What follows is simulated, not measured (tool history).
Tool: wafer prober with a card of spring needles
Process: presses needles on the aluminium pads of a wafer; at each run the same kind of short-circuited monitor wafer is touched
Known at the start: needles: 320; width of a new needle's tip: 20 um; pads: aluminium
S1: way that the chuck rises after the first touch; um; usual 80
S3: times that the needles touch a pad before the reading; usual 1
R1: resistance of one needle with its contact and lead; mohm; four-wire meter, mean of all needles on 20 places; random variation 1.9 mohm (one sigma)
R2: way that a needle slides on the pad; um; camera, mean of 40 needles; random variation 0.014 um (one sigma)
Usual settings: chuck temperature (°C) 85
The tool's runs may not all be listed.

run 1 day=0.000 | S1=80 chuck_temperature_(°C)=85 S3=1 | R1=206 R2=10.46
run 2 day=0.200 | S1=80 chuck_temperature_(°C)=85 S3=1 | R1=219 R2=10.43
-- day=0.412 tips cleaned on abrasive film
run 3 day=0.496 | S1=80 chuck_temperature_(°C)=85 S3=1 | R1=205 R2=10.44
run 4 day=0.717 | S1=98 chuck_temperature_(°C)=85 S3=1 | R1=213 R2=12.83
-- day=0.838 tips cleaned on abrasive film
run 5 day=1.050 | S1=98 chuck_temperature_(°C)=85 S3=1 | R1=209 R2=12.80
-- day=1.271 tips cleaned on abrasive film
run 6 day=1.375 | S1=98 chuck_temperature_(°C)=85 S3=1 | R1=203 R2=12.78
-- day=1.700 tips cleaned on abrasive film
run 7 day=1.762 | S1=64 chuck_temperature_(°C)=85 S3=1 | R1=213 R2=8.28
run 8 day=1.996 | S1=64 chuck_temperature_(°C)=85 S3=1 | R1=244 R2=8.27
-- day=2.129 tips cleaned on abrasive film
run 9 day=2.312 | S1=64 chuck_temperature_(°C)=85 S3=1 | R1=230 R2=8.27
run 10 day=2.483 | S1=64 chuck_temperature_(°C)=85 S3=1 | R1=244 R2=8.27
-- day=2.567 tips cleaned on abrasive film
run 11 day=2.721 | S1=80 chuck_temperature_(°C)=30 S3=1 | R1=206 R2=10.40
run 12 day=2.938 | S1=71 chuck_temperature_(°C)=30 S3=1 | R1=232 R2=9.18
-- day=2.996 tips cleaned on abrasive film
run 13 day=3.308 | S1=80 chuck_temperature_(°C)=105 S3=1 | R1=229 R2=10.36
-- day=3.421 tips cleaned on abrasive film
run 14 day=3.629 | S1=66 chuck_temperature_(°C)=36 S3=2 | R1=209 R2=8.49

The next listed run, before its measurement:
-- day=3.854 tips cleaned on abrasive film
run 15 day=3.971 | S1=66 chuck_temperature_(°C)=36 S3=2 | R1=? R2=?

{"run 15": {"R1": 204, "R2": 8.46}}
Without the tool's hidden state the same run would have given R1 189 mohm, R2 8.74 um.
